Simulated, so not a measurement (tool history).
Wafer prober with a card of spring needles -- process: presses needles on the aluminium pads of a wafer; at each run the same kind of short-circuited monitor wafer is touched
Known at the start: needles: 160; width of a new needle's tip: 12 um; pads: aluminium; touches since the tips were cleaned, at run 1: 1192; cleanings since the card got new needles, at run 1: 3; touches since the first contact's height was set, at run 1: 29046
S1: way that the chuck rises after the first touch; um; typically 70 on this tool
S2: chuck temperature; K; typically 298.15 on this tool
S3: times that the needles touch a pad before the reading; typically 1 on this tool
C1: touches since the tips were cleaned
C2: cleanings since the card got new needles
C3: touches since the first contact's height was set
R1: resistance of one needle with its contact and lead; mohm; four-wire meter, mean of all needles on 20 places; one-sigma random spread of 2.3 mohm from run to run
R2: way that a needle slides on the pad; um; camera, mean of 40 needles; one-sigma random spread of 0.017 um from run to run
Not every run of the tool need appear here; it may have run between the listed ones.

Run 1, day 0.000: usual settings; C1 1192; C2 3; C3 29046. Result: R1 264 mohm, R2 16.45 um.
Run 2, day 0.288: usual settings; C1 2776; C2 3; C3 30630. Result: R1 260 mohm, R2 16.45 um.
Run 3, day 0.533: usual settings; C1 4129; C2 3; C3 31983. Result: R1 266 mohm, R2 16.46 um.
Run 4, day 0.767: usual settings but S2 317.15 K; C1 5427; C2 3; C3 33281. Result: R1 269 mohm, R2 16.43 um.
Run 5, day 0.996: usual settings but S2 317.15 K; C1 6686; C2 3; C3 34540. Result: R1 266 mohm, R2 16.46 um.
Run 6, day 1.275: usual settings but S2 317.15 K; C1 8243; C2 3; C3 36097. Result: R1 271 mohm, R2 16.48 um.
At day 1.383: tips cleaned on abrasive film.
Run 7, day 1.738: usual settings but S1 64 um; C1 1959; C2 4; C3 38632. Result: R1 272 mohm, R2 15.07 um.
Run 8, day 2.242: usual settings but S1 64 um; C1 4739; C2 4; C3 41412. Result: R1 265 mohm, R2 15.06 um.
Run 9, day 2.496: usual settings but S1 64 um; C1 6147; C2 4; C3 42820. Result: R1 267 mohm, R2 15.11 um.
Run 10, day 2.942: usual settings but S2 353.15 K, S3 3; C1 8604; C2 4; C3 45277. Result: R1 281 mohm, R2 16.52 um.
At day 2.979: tips cleaned on abrasive film.
Run 11, day 3.379: usual settings but S2 353.15 K, S3 3; C1 2195; C2 5; C3 47673. Result: R1 277 mohm, R2 16.52 um.
Run 12, day 3.775: usual settings but S1 65 um, S2 353.15 K, S3 2; C1 4397; C2 5; C3 49875. Result: R1 282 mohm, R2 15.32 um.
Run 13, day 4.079: usual settings but S1 56 um; C1 6082; C2 5; C3 51560. Result: R1 266 mohm, R2 13.23 um.
Run 14, day 4.375: usual settings but S1 69 um; C1 7697; C2 5; C3 53175. Result: R1 267 mohm, R2 16.31 um.
At day 4.583: tips cleaned on abrasive film.
Run 15, day 4.667: usual settings but S1 69 um; C1 459; C2 6; C3 54774. Result: R1 266 mohm, R2 16.31 um.
Run 16, day 5.046: usual settings but S1 69 um, S2 360.15 K, S3 2; C1 2566; C2 6; C3 56881. Result: R1 278 mohm, R2 16.31 um.
Run 17, day 5.279: usual settings but S1 61 um, S2 305.15 K, S3 2; C1 3840; C2 6; C3 58155. Result: R1 264 mohm, R2 14.44 um.

Each row is a separate what-if for the run after 17, all from the same tool condition, not one after another. Results?
At day 5.562: gauge calibrated.
Run A, day 5.750: usual settings but S1 59 um, S2 360.15 K, S3 2; C1 6454; C2 6; C3 60769. Result: R1 ?, R2 ?.
At day 5.562: gauge calibrated.
Run B, day 5.750: usual settings but S1 86 um, S2 305.15 K, S3 2; C1 6454; C2 6; C3 60769. Result: R1 ?, R2 ?.
At day 5.562: gauge calibrated.
Run C, day 5.750: usual settings but S1 60 um, S2 336.15 K; C1 6454; C2 6; C3 60769. Result: R1 ?, R2 ?.

run   R1     R2
  A  283  13.87
  B  266  20.21
  C  281  14.09
Without the tool's unlogged condition, the same runs would have read:
run   R1     R2
  A  282  13.87
  B  266  20.21
  C  280  14.08
